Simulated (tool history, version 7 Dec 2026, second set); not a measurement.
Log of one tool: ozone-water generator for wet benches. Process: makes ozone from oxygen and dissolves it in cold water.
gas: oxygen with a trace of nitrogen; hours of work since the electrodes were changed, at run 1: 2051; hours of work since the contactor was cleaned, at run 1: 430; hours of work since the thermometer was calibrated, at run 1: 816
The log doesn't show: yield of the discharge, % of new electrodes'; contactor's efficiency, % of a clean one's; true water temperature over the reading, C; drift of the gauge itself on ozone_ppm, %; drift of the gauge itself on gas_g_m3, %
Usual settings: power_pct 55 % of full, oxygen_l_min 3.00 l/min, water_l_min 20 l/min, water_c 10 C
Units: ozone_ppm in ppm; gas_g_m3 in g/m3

run	hour	power_pct	oxygen_l_min	water_l_min	water_c	hours of work since the electrodes were changed	hours of work since the contactor was cleaned	hours of work since the thermometer was calibrated	ozone_ppm	gas_g_m3
1	0.0	55	3.00	20	10	2051	430	816	12.0	138.0
2	61.2	55	3.00	20	10	2111	490	877	11.9	136.1
3	102.9	55	3.00	20	10	2153	532	918	11.9	136.2
4	157.5	55	3.00	20	10	2207	586	972	11.9	137.0
5	210.6	55	3.00	20	10	2259	638	1025	11.8	136.9
# hour 219.4: contactor cleaned
6	258.6	55	3.00	20	18	2303	39	1068	11.0	134.7
7	317.2	55	3.00	20	18	2361	97	1126	10.9	137.3
8	348.6	55	3.48	14	10	2392	128	1157	16.5	123.6
9	402.7	55	1.82	14	7	2445	181	1211	16.6	190.3

Run 10 comes next. What will it give?
10	430.6	60	3.00	20	5	2473	209	1238	?	?

Run 10 gave ozone_ppm 13.2 ppm, gas_g_m3 143.0 g/m3.
Without the tool's hidden state the same run would have given ozone_ppm 13.7 ppm, gas_g_m3 148.2 g/m3.
